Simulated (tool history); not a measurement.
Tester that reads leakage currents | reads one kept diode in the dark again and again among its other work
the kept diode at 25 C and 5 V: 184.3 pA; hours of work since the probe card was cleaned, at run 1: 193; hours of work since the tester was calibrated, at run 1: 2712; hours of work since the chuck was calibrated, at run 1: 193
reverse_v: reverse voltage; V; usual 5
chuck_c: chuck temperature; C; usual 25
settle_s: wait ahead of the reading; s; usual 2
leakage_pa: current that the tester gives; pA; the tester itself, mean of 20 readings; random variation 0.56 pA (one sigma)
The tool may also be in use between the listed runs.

run    hour  reverse_v  chuck_c  settle_s  hours of work since the probe card was cleaned  hours of work since the tester was calibrated  hours of work since the chuck was calibrated  leakage_pa
  1       0          5       25         2                                             193                                           2712                                           193      181.52
  2   140.9          5       25         2                                             261                                           2780                                           261      179.88
  3   288.4          5       25         2                                             332                                           2852                                           332      179.65
  4   421.1          5       25         2                                             397                                           2916                                           397      179.04
  5   602.3          5       25         2                                             484                                           3003                                           484       178.1
  6   718.5          5       25         2                                             540                                           3059                                           540      177.42
  7   886.8          5       25         2                                             622                                           3141                                           622      176.53
  8  1076.4          5       25      1.16                                             713                                           3232                                           713      176.62
  9  1267.5          5       25      1.16                                             805                                           3325                                           805      175.05
 10  1438.5       5.87       21      5.73                                             888                                           3407                                           888      128.96
     1513.5  -- chuck's temperature calibrated
 11  1568.4       5.87       21      5.73                                             950                                           3469                                            26      136.59

Forecast run 12:
 12  1746.9       5.87       21      5.73                                            1036                                           3555                                           113           ?

Run 12 gave leakage_pa 136.05 pA.
Without the tool's hidden state the same run would have given leakage_pa 136.69 pA.

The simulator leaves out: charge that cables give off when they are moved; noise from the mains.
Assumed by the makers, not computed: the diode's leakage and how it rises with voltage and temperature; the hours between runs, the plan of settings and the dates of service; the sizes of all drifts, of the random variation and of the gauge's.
